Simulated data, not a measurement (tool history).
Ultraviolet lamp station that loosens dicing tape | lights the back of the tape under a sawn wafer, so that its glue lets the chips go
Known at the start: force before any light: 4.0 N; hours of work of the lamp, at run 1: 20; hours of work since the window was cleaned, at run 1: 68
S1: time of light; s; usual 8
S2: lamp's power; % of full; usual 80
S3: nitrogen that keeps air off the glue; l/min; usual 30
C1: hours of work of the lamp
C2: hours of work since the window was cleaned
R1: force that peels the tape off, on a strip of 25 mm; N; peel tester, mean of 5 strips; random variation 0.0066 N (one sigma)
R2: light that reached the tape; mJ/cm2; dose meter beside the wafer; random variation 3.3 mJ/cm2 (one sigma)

| run | day | S1 | S2 | S3 | C1 | C2 | R1 | R2 |
|---|---|---|---|---|---|---|---|---|
| 1 | 0 | 8 | 80 | 30 | 20 | 68 | 0.22 | 498 |
| 2 | 0.312 | 8 | 80 | 30 | 25 | 73 | 0.228 | 495 |
| 3 | 0.471 | 13 | 80 | 30 | 27 | 76 | 0.159 | 809 |
| 4 | 0.85 | 13 | 80 | 30 | 33 | 81 | 0.168 | 809 |
| 5 | 1.012 | 8 | 80 | 30 | 36 | 84 | 0.218 | 497 |
| 6 | 1.379 | 8 | 80 | 30 | 41 | 89 | 0.226 | 498 |
| 7 | 1.675 | 8 | 80 | 30 | 46 | 94 | 0.231 | 496 |
| 8 | 1.875 | 8 | 80 | 30 | 49 | 97 | 0.229 | 494 |
| 9 | 2.108 | 8 | 80 | 30 | 52 | 101 | 0.222 | 499 |
| 10 | 2.338 | 8 | 80 | 30 | 56 | 104 | 0.217 | 487 |
| 11 | 2.592 | 8 | 80 | 30 | 60 | 108 | 0.231 | 490 |
| 12 | 2.867 | 5 | 80 | 30 | 64 | 112 | 0.457 | 306 |
| 13 | 3.212 | 5 | 80 | 11 | 69 | 118 | 0.848 | 306 |
| 14 | 3.608 | 8 | 80 | 30 | 75 | 123 | 0.229 | 487 |
| 15 | 3.983 | 8 | 80 | 30 | 81 | 129 | 0.224 | 488 |
| 16 | 4.25 | 8 | 80 | 30 | 85 | 133 | 0.226 | 487 |
| 17 | 4.583 | 8 | 80 | 30 | 90 | 138 | 0.221 | 483 |
| 18 | 4.888 | 11 | 80 | 56 | 95 | 143 | 0.171 | 671 |
|  | 4.933 | window cleaned of glue's vapour |
| 19 | 5.154 | 8 | 91 | 10 | 99 | 3 | 0.346 | 545 |
| 20 | 5.333 | 8 | 62 | 13 | 101 | 6 | 0.537 | 377 |
| 21 | 5.612 | 8 | 62 | 13 | 106 | 10 | 0.557 | 378 |
|  | 5.667 | window cleaned of glue's vapour, once more |
| 22 | 5.921 | 8 | 62 | 13 | 110 | 4 | 0.512 | 387 |
| 23 | 6.175 | 7 | 68 | 20 | 114 | 8 | 0.426 | 369 |
| 24 | 6.508 | 7 | 68 | 49 | 119 | 13 | 0.269 | 374 |
| 25 | 6.712 | 10 | 96 | 47 | 122 | 16 | 0.161 | 740 |
| 26 | 7.058 | 10 | 96 | 47 | 127 | 21 | 0.162 | 744 |
| 27 | 7.388 | 8 | 80 | 37 | 132 | 26 | 0.214 | 497 |
| 28 | 7.65 | 8 | 80 | 37 | 136 | 30 | 0.205 | 493 |
| 29 | 7.838 | 8 | 80 | 37 | 139 | 33 | 0.202 | 498 |
| 30 | 8.158 | 8 | 80 | 37 | 144 | 38 | 0.2 | 495 |
| 31 | 8.367 | 5 | 90 | 17 | 147 | 41 | 0.527 | 350 |
| 32 | 8.758 | 6 | 81 | 55 | 153 | 47 | 0.248 | 372 |
| 33 | 9.15 | 6 | 61 | 21 | 159 | 53 | 0.649 | 284 |
| 34 | 9.371 | 5 | 80 | 30 | 163 | 57 | 0.462 | 312 |

Hidden state at the last listed run before each entry between runs and at the first one after, where it differs:
Between runs 18 and 19: window cleaned of glue's vapour (day 4.933)
  light that the window lets through, % of a clean one's: 97.2 -> 96.8
  measured less the result without the state, R1: +0.001 -> +0.03 N; R2: -36 -> -32 mJ/cm2
Between runs 21 and 22: window cleaned of glue's vapour, once more (day 5.667)
  lamp's light, % of a new lamp's: 97.5 -> 97.4; light that the window lets through, % of a clean one's: 96.7 -> 99.9
  measured less the result without the state, R1: +0.051 -> +0.022 N; R2: -23 -> -11 mJ/cm2
